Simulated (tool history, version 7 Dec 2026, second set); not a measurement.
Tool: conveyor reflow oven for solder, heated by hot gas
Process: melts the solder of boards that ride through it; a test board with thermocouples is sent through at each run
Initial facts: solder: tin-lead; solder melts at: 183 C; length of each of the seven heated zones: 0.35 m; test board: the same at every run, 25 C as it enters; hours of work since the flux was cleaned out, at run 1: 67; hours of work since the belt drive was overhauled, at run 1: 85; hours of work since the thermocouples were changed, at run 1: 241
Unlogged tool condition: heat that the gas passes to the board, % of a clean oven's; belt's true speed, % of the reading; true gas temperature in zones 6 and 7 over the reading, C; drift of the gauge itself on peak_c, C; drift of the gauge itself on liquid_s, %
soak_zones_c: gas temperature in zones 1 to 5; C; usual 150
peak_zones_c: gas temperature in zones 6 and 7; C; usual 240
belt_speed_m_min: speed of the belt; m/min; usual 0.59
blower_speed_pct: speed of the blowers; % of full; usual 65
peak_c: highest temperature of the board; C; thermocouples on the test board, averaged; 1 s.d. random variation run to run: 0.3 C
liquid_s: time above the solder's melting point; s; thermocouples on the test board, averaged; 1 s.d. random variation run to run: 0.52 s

run,hour,soak_zones_c,peak_zones_c,belt_speed_m_min,blower_speed_pct,hours of work since the flux was cleaned out,hours of work since the belt drive was overhauled,hours of work since the thermocouples were changed,peak_c,liquid_s
1,0,150,240,0.59,65,67,85,241,229.1,64.3
2,8.3,161,240,0.59,65,72,90,246,229.7,69.6
3,24.5,161,240,0.59,65,81,99,255,230.8,70.2
4,38.8,161,240,0.59,65,90,108,264,231.1,69.5
5,55.5,150,240,0.59,64,100,118,274,229,64.9
6,67.7,150,240,0.653,65,107,125,281,226.2,57.1
7,82.6,150,240,0.653,65,116,134,290,226.1,58.3
8,96.7,150,240,0.59,65,124,142,298,229.2,64.9
9,106.1,150,240,0.59,65,130,148,304,229.7,65.5
10,122,150,240,0.59,65,139,157,313,228.8,65.5
11,135,146,240,0.695,65,147,165,321,223.7,51.3
12,144.5,146,240,0.695,65,152,170,326,223.6,51.7
13,159.9,146,239,0.498,65,162,180,336,231.4,77.3
14,172.6,146,239,0.498,55,169,187,343,230.4,77.9
15,182.7,146,232,0.498,55,175,193,349,222.9,73.3
16,193.7,152,240,0.59,65,182,200,356,228.9,66
17,204.2,152,240,0.59,65,188,206,362,229,66.1

5 options for the next run, each taken on its own from the tool as it stands now. Forecast them:
A,218,165,252,0.59,65,196,214,370,?,?
B,218,158,252,0.519,65,196,214,370,?,?
C,218,152,254,0.59,65,196,214,370,?,?
D,218,147,234,0.59,65,196,214,370,?,?
E,218,152,228,0.488,65,196,214,370,?,?

run,peak_c,liquid_s
A,241.8,75.5
B,243.8,83.5
C,241.7,70.5
D,223,60.7
E,222.1,76.3
What these runs would have given with no unlogged condition in the tool:
run,peak_c,liquid_s
A,242,75.1
B,244,83
C,242.1,70.1
D,223.3,60.6
E,222.2,76.1
